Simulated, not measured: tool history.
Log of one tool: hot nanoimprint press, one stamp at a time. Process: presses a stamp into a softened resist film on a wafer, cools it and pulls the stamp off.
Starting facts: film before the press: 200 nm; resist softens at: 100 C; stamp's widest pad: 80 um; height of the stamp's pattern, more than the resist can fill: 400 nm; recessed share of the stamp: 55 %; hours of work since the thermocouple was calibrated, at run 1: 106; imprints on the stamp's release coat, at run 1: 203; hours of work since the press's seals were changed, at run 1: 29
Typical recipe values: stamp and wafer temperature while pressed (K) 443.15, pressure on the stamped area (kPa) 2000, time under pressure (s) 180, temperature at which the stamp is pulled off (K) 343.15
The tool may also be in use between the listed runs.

| run | day | stamp and wafer temperature while pressed (K) | pressure on the stamped area (kPa) | time under pressure (s) | temperature at which the stamp is pulled off (K) | hours of work since the thermocouple was calibrated | imprints on the stamp's release coat | hours of work since the press's seals were changed | resist left under the stamp's widest pad (angstrom) | greatest force while the stamp is pulled off (N) |
|---|---|---|---|---|---|---|---|---|---|---|
| 1 | 0 | 443.15 | 2000 | 180 | 343.15 | 106 | 203 | 29 | 718 | 152.3 |
| 2 | 0.379 | 443.15 | 2000 | 180 | 343.15 | 110 | 229 | 33 | 711 | 151.7 |
| 3 | 0.567 | 443.15 | 2000 | 180 | 343.15 | 112 | 242 | 35 | 712 | 153.1 |
| 4 | 0.933 | 443.15 | 2000 | 180 | 343.15 | 117 | 267 | 39 | 711 | 153.4 |
| 5 | 1.312 | 443.15 | 2000 | 180 | 343.15 | 121 | 293 | 44 | 710 | 153.7 |
| 6 | 1.654 | 443.15 | 1210 | 180 | 343.15 | 125 | 316 | 48 | 893 | 152.9 |
| 7 | 1.908 | 443.15 | 1360 | 180 | 343.15 | 128 | 333 | 51 | 846 | 153 |
| 8 | 2.192 | 443.15 | 1360 | 180 | 343.15 | 131 | 352 | 54 | 850 | 155 |
| 9 | 2.554 | 443.15 | 1360 | 180 | 343.15 | 135 | 377 | 58 | 848 | 154.8 |
| 10 | 2.925 | 443.15 | 2000 | 180 | 343.15 | 140 | 402 | 62 | 711 | 155.2 |
| 11 | 3.158 | 443.15 | 2620 | 206 | 343.15 | 142 | 418 | 65 | 588 | 153.7 |
| 12 | 3.517 | 434.15 | 2620 | 206 | 343.15 | 146 | 442 | 69 | 970 | 156.1 |
| 13 | 3.729 | 443.15 | 2620 | 105 | 349.15 | 149 | 456 | 72 | 783 | 150.1 |
| 14 | 4.088 | 444.15 | 2000 | 339 | 343.15 | 153 | 481 | 76 | 512 | 155.1 |
| 15 | 4.467 | 443.15 | 1820 | 180 | 336.15 | 157 | 507 | 80 | 742 | 162.9 |
| 16 | 4.742 | 450.15 | 1820 | 180 | 336.15 | 161 | 525 | 83 | 517 | 162.9 |
| 17 | 4.912 | 450.15 | 1820 | 180 | 336.15 | 163 | 537 | 85 | 517 | 163.9 |
| 18 | 5.242 | 442.15 | 2000 | 180 | 343.15 | 166 | 559 | 89 | 746 | 157.3 |
| 19 | 5.525 | 442.15 | 2000 | 180 | 343.15 | 170 | 578 | 92 | 743 | 157.1 |
| 20 | 5.808 | 436.15 | 2000 | 350 | 343.15 | 173 | 597 | 96 | 789 | 157.7 |

What would each run have given without the hidden state, its run-to-run variation left as it was?
Hidden conditions of the tool in this case: true temperature over the reading, C; pressure that arrives at the usual setting, %; grip of the stamp's worn release coat, % over a new coat's; drift of the gauge itself on residual_nm, %; drift of the gauge itself on pull_off_n, %.
| run | resist left under the stamp's widest pad (angstrom) | greatest force while the stamp is pulled off (N) |
|---|---|---|
| 1 | 727 | 149.7 |
| 2 | 720 | 148.6 |
| 3 | 722 | 149.9 |
| 4 | 721 | 149.8 |
| 5 | 720 | 149.8 |
| 6 | 906 | 148.7 |
| 7 | 859 | 148.5 |
| 8 | 863 | 150.2 |
| 9 | 862 | 149.7 |
| 10 | 722 | 149.7 |
| 11 | 597 | 148.1 |
| 12 | 987 | 150 |
| 13 | 795 | 144.1 |
| 14 | 522 | 148.6 |
| 15 | 756 | 155.7 |
| 16 | 526 | 155.4 |
| 17 | 526 | 156.2 |
| 18 | 761 | 149.6 |
| 19 | 759 | 149.2 |
| 20 | 807 | 149.6 |

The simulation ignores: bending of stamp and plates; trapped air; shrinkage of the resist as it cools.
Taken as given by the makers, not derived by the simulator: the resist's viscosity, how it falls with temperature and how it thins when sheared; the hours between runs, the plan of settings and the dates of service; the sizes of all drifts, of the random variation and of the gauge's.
